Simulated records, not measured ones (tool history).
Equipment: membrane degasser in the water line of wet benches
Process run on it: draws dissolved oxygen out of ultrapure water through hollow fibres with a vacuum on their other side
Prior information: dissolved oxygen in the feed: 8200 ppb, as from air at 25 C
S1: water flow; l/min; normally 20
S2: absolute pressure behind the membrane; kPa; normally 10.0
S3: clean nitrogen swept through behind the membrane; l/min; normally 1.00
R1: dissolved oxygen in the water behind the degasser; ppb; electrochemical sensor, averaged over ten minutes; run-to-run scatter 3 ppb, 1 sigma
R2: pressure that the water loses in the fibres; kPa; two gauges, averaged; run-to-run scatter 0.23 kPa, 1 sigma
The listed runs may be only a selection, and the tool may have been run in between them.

run 1 hour=0.0 | S1=20 S2=10.0 S3=1.00 | R1=331.8 R2=58.05
run 2 hour=24.1 | S1=20 S2=10.0 S3=1.00 | R1=326.5 R2=58.06
run 3 hour=59.6 | S1=20 S2=10.0 S3=1.00 | R1=326.4 R2=58.05
run 4 hour=85.3 | S1=20 S2=10.0 S3=1.00 | R1=327.1 R2=58.01
run 5 hour=113.0 | S1=20 S2=10.0 S3=1.00 | R1=333.7 R2=57.77
run 6 hour=141.0 | S1=26 S2=10.0 S3=1.00 | R1=433.2 R2=75.27
run 7 hour=172.9 | S1=20 S2=10.0 S3=1.16 | R1=292.6 R2=58.25
run 8 hour=199.9 | S1=20 S2=10.0 S3=1.16 | R1=290.8 R2=58.56
run 9 hour=237.9 | S1=15 S2=10.0 S3=0.72 | R1=320.6 R2=43.51
run 10 hour=270.6 | S1=15 S2=10.0 S3=0.72 | R1=310.6 R2=43.55
run 11 hour=309.3 | S1=14 S2=23.7 S3=1.22 | R1=536.7 R2=40.43
run 12 hour=339.5 | S1=18 S2=13.2 S3=1.00 | R1=413.4 R2=52.31
run 13 hour=362.9 | S1=18 S2=12.1 S3=0.40 | R1=737.8 R2=52.05

Put back what was entered between runs (2 entries, withheld): which listed runs does each sit between, and how does the hidden state differ from the listed run before to the listed run after?
Runs 4 to 5: vacuum gauge calibrated (hour 89.6)
  true pressure behind the membrane over the reading, kPa: 0.09 -> 0.12
  measured result minus the result with no hidden state, R1: +9.7 -> +11.2 ppb; R2: +0.91 -> +0.92 kPa
Runs 9 to 10: vacuum gauge calibrated, once more (hour 253.7)
  true pressure behind the membrane over the reading, kPa: 0.12 -> -0.01; air that leaks in behind the membrane, l/min: 0.0189 -> 0.019
  measured result minus the result with no hidden state, R1: +11.3 -> +5.8 ppb; R2: +0.75 -> +0.76 kPa

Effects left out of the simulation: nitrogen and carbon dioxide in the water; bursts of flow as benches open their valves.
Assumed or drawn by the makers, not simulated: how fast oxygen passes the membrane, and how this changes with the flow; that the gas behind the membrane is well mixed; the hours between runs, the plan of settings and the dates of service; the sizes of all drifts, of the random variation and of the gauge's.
